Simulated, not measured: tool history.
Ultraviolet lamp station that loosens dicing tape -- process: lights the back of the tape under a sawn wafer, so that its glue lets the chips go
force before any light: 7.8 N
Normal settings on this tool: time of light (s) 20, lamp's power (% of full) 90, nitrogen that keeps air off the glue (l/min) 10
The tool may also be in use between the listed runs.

run   hour  time of light (s)  lamp's power (% of full)  nitrogen that keeps air off the glue (l/min)  force that peels the tape off (N)  light that reached the tape (J/m2)
  1      0                 20                        90                                            10                               0.63                                3150
  2   11.6                 20                        90                                            10                              0.613                                3210
  3   23.8                 20                        90                                            10                              0.645                                3160
  4   36.5                 20                        90                                            10                              0.654                                3160
  5   48.9                 20                        90                                            10                              0.664                                3160
  6   56.3                 20                        90                                            10                              0.666                                3130
  7   73.7                 20                        90                                            10                              0.639                                3140
  8   83.1                 20                        90                                            10                              0.683                                3090
  9   95.2                 34                        90                                            10                               0.23                                5260
 10  107.4                 34                        90                                            10                              0.259                                5270
 11  114.9                 20                        90                                             9                              0.713                                3120
 12    131                 20                        90                                            11                              0.608                                3070
 13  145.4                 20                        90                                            11                              0.637                                3060
 14  160.5                 20                        90                                            11                              0.633                                3070
 15  174.9                 20                        90                                            11                              0.646                                2980
 16  188.9                 20                        90                                            11                              0.668                                3010
 17  200.8                 20                        90                                            11                              0.662                                2990
 18  217.4                 20                        90                                            11                              0.672                                2960
 19  233.1                 20                        90                                            11                              0.652                                2920
 20  249.9                 20                        90                                            11                              0.675                                3000
 21    258                 20                        85                                            11                              0.769                                2790
 22  269.9                 20                        85                                            11                              0.761                                2790
 23  282.7                 14                       100                                            11                               1.13                                2310
 24  295.9                 26                        90                                            12                              0.387                                3760
 25  311.2                 20                        91                                             7                              0.951                                2940
 26  319.1                 13                        70                                             7                              2.646                                1460
     325.1  -- window cleaned of glue's vapour
 27    336                 36                        86                                            13                              0.201                                5410
 28  350.5                 11                        62                                            13                              2.629                                1190
 29  364.2                 20                        77                                             5                              1.471                                2680
 30  373.5                 25                        90                                            13                              0.334                                3880
 31  382.8                 16                        61                                            10                               1.95                                1720
 32  390.4                 37                        72                                             9                              0.305                                4650
 33    399                 37                        72                                             3                              0.794                                4580
 34  411.3                 19                        70                                             4                              2.073                                2260
 35  425.7                 19                        70                                             4                              2.134                                2260
 36  434.8                 11                        91                                            10                              1.909                                1730
 37  448.1                 11                        98                                            14                              1.431                                1840
 38  461.8                 10                        90                                             6                              2.715                                1500
 39    472                 33                        72                                            10                              0.402                                4000
 40  482.5                 17                        90                                            17                              0.651                                2630
 41  494.8                 26                        64                                             9                              0.908                                2800
 42  509.5                 20                        90                                            18                              0.441                                2990
 43  522.5                 26                        90                                            10                              0.419                                3910
 44  539.4                 26                        90                                            10                              0.422                                3840

Predict each of these 4 candidate next runs independently; none follows another, all start after run 44:
  A  547.2                 16                        81                                             4                                  ?                                   ?
  B  547.2                 11                        65                                            10                                  ?                                   ?
  C  547.2                 26                        67                                            10                                  ?                                   ?
  D  547.2                 14                        98                                             6                                  ?                                   ?

run  force that peels the tape off (N)  light that reached the tape (J/m2)
  A                              2.283                                2170
  B                              2.813                                1190
  C                              0.779                                2830
  D                              1.707                                2280
With the hidden condition removed and each run's random variation left untouched, the same runs would have given:
run  force that peels the tape off (N)  light that reached the tape (J/m2)
  A                              1.983                                2430
  B                              2.506                                1330
  C                              0.617                                3180
  D                              1.438                                2550

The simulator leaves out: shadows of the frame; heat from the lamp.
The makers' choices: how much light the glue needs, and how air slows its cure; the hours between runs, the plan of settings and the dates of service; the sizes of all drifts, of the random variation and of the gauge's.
